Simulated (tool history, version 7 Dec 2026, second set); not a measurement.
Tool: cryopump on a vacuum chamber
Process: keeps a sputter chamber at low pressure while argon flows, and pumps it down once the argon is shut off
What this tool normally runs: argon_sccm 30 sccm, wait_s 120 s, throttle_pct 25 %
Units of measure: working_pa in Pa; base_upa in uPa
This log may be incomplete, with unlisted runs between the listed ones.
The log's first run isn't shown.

| run | hour | argon_sccm | wait_s | throttle_pct | hours of work since the pump was warmed up and emptied | hours of work since the cold head was overhauled | hours of work since the chamber's fittings were tightened | working_pa | base_upa |
|---|---|---|---|---|---|---|---|---|---|
| 2 | 18.6 | 30 | 120 | 25 | 512 | 512 | 480 | 0.1974 | 1.02 |
| 3 | 29.2 | 30 | 120 | 25 | 520 | 520 | 488 | 0.1978 | 1.05 |
| 4 | 44.0 | 30 | 120 | 25 | 532 | 532 | 499 | 0.1971 | 1.08 |
| 5 | 57.1 | 30 | 120 | 33 | 541 | 541 | 509 | 0.1507 | 1.07 |
| 6 | 73.8 | 30 | 120 | 33 | 554 | 554 | 522 | 0.1510 | 1.07 |
| 7 | 88.3 | 30 | 120 | 33 | 565 | 565 | 533 | 0.1493 | 1.06 |
| 8 | 99.9 | 30 | 269 | 25 | 574 | 574 | 542 | 0.1976 | 0.72 |
| 9 | 121.9 | 30 | 269 | 25 | 590 | 590 | 558 | 0.1978 | 0.73 |
| 10 | 143.8 | 30 | 120 | 25 | 607 | 607 | 575 | 0.1991 | 1.08 |
| 11 | 158.4 | 30 | 206 | 25 | 618 | 618 | 586 | 0.1977 | 0.86 |
| 12 | 174.8 | 30 | 206 | 25 | 630 | 630 | 598 | 0.1979 | 0.87 |
| 13 | 194.7 | 30 | 206 | 25 | 645 | 645 | 613 | 0.1969 | 0.82 |
| 14 | 214.4 | 30 | 206 | 25 | 660 | 660 | 628 | 0.1988 | 0.85 |
| 15 | 223.8 | 30 | 206 | 25 | 667 | 667 | 635 | 0.1986 | 0.85 |
| 16 | 239.6 | 58 | 206 | 25 | 679 | 679 | 647 | 0.3821 | 0.85 |
| 17 | 259.3 | 58 | 206 | 25 | 694 | 694 | 662 | 0.3832 | 0.87 |
| 18 | 272.6 | 58 | 206 | 25 | 704 | 704 | 672 | 0.3817 | 0.85 |
| 19 | 284.4 | 58 | 206 | 25 | 713 | 713 | 681 | 0.3857 | 0.88 |

What does the tool deliver on the next run?
| 20 | 300.1 | 58 | 206 | 25 | 725 | 725 | 693 | ? | ? |

For run 20 the tool returned working_pa 0.3840 Pa, base_upa 0.90 uPa.
With the hidden condition absent and the run-to-run variation left alone, this run would have shown working_pa 0.3708 Pa, base_upa 0.66 uPa.
